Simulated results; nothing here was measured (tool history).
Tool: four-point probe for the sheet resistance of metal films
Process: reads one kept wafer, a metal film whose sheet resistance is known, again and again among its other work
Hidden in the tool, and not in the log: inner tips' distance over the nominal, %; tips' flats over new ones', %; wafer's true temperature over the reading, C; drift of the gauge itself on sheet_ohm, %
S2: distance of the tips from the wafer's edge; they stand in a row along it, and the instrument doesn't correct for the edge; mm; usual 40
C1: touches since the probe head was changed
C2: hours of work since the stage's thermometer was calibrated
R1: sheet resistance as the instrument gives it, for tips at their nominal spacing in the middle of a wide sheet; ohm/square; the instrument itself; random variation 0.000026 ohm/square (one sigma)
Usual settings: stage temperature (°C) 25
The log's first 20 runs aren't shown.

Run 21, hour 264.3: usual settings; C1 35681; C2 70. Result: R1 0.128081 ohm/square.
Run 22, hour 281.3: usual settings; C1 36327; C2 82. Result: R1 0.128098 ohm/square.
Run 23, hour 290.9: usual settings; C1 36690; C2 89. Result: R1 0.128133 ohm/square.
Run 24, hour 299.7: usual settings but S2 7 mm; C1 37023; C2 95. Result: R1 0.130232 ohm/square.
Run 25, hour 307.4: usual settings but S2 7 mm; C1 37316; C2 101. Result: R1 0.130230 ohm/square.
Run 26, hour 315.1: usual settings but stage temperature (°C) 28, S2 10 mm; C1 37607; C2 106. Result: R1 0.128824 ohm/square.
Run 27, hour 326.7: usual settings but stage temperature (°C) 28, S2 10 mm; C1 38049; C2 115. Result: R1 0.128808 ohm/square.
Run 28, hour 334.9: usual settings but stage temperature (°C) 19, S2 73 mm; C1 38358; C2 121. Result: R1 0.128676 ohm/square.
Run 29, hour 342.6: usual settings but stage temperature (°C) 19, S2 73 mm; C1 38650; C2 126. Result: R1 0.128698 ohm/square.
Run 30, hour 361.3: usual settings but stage temperature (°C) 20, S2 5 mm; C1 39358; C2 140. Result: R1 0.132870 ohm/square.
Run 31, hour 369.2: usual settings but stage temperature (°C) 20, S2 5 mm; C1 39658; C2 145. Result: R1 0.132885 ohm/square.
Run 32, hour 386.6: usual settings but stage temperature (°C) 34, S2 21 mm; C1 40317; C2 158. Result: R1 0.127339 ohm/square.
Run 33, hour 399.2: usual settings but stage temperature (°C) 26, S2 8 mm; C1 40796; C2 167. Result: R1 0.129638 ohm/square.
Run 34, hour 415.2: usual settings but stage temperature (°C) 26, S2 8 mm; C1 41403; C2 179. Result: R1 0.129551 ohm/square.
Run 35, hour 433.4: usual settings but stage temperature (°C) 26, S2 8 mm; C1 42092; C2 192. Result: R1 0.129604 ohm/square.
Run 36, hour 443.9: usual settings but stage temperature (°C) 26, S2 8 mm; C1 42492; C2 199. Result: R1 0.129633 ohm/square.
Run 37, hour 458.4: usual settings but stage temperature (°C) 33, S2 5 mm; C1 43039; C2 210. Result: R1 0.131480 ohm/square.
Run 38, hour 477.3: usual settings but stage temperature (°C) 33, S2 11 mm; C1 43755; C2 223. Result: R1 0.128072 ohm/square.
Run 39, hour 490.7: usual settings but stage temperature (°C) 29; C1 44265; C2 233. Result: R1 0.127624 ohm/square.
Run 40, hour 508.0: usual settings but stage temperature (°C) 29; C1 44923; C2 246. Result: R1 0.127642 ohm/square.
Run 41, hour 521.9: usual settings but stage temperature (°C) 29; C1 45448; C2 256. Result: R1 0.127664 ohm/square.
Run 42, hour 534.8: usual settings but stage temperature (°C) 29, S2 45 mm; C1 45938; C2 265. Result: R1 0.127664 ohm/square.
Run 43, hour 547.0: usual settings but stage temperature (°C) 29, S2 45 mm; C1 46401; C2 274. Result: R1 0.127646 ohm/square.
Run 44, hour 559.6: usual settings but stage temperature (°C) 23; C1 46879; C2 283. Result: R1 0.128269 ohm/square.
Run 45, hour 569.3: usual settings but stage temperature (°C) 23; C1 47243; C2 290. Result: R1 0.128284 ohm/square.

3 ways to go on from here, each from the tool as it stands after run 45. What would each give?
Run A, hour 578.1: usual settings but S2 3 mm; C1 47580; C2 296. Result: R1 ?.
Run B, hour 578.1: usual settings but stage temperature (°C) 32, S2 9 mm; C1 47580; C2 296. Result: R1 ?.
Run C, hour 578.1: usual settings but stage temperature (°C) 19; C1 47580; C2 296. Result: R1 ?.

run        R1
  A  0.139148
  B  0.128601
  C  0.128715
Without the tool's hidden state the same runs would have given:
run        R1
  A  0.140112
  B  0.129500
  C  0.129612
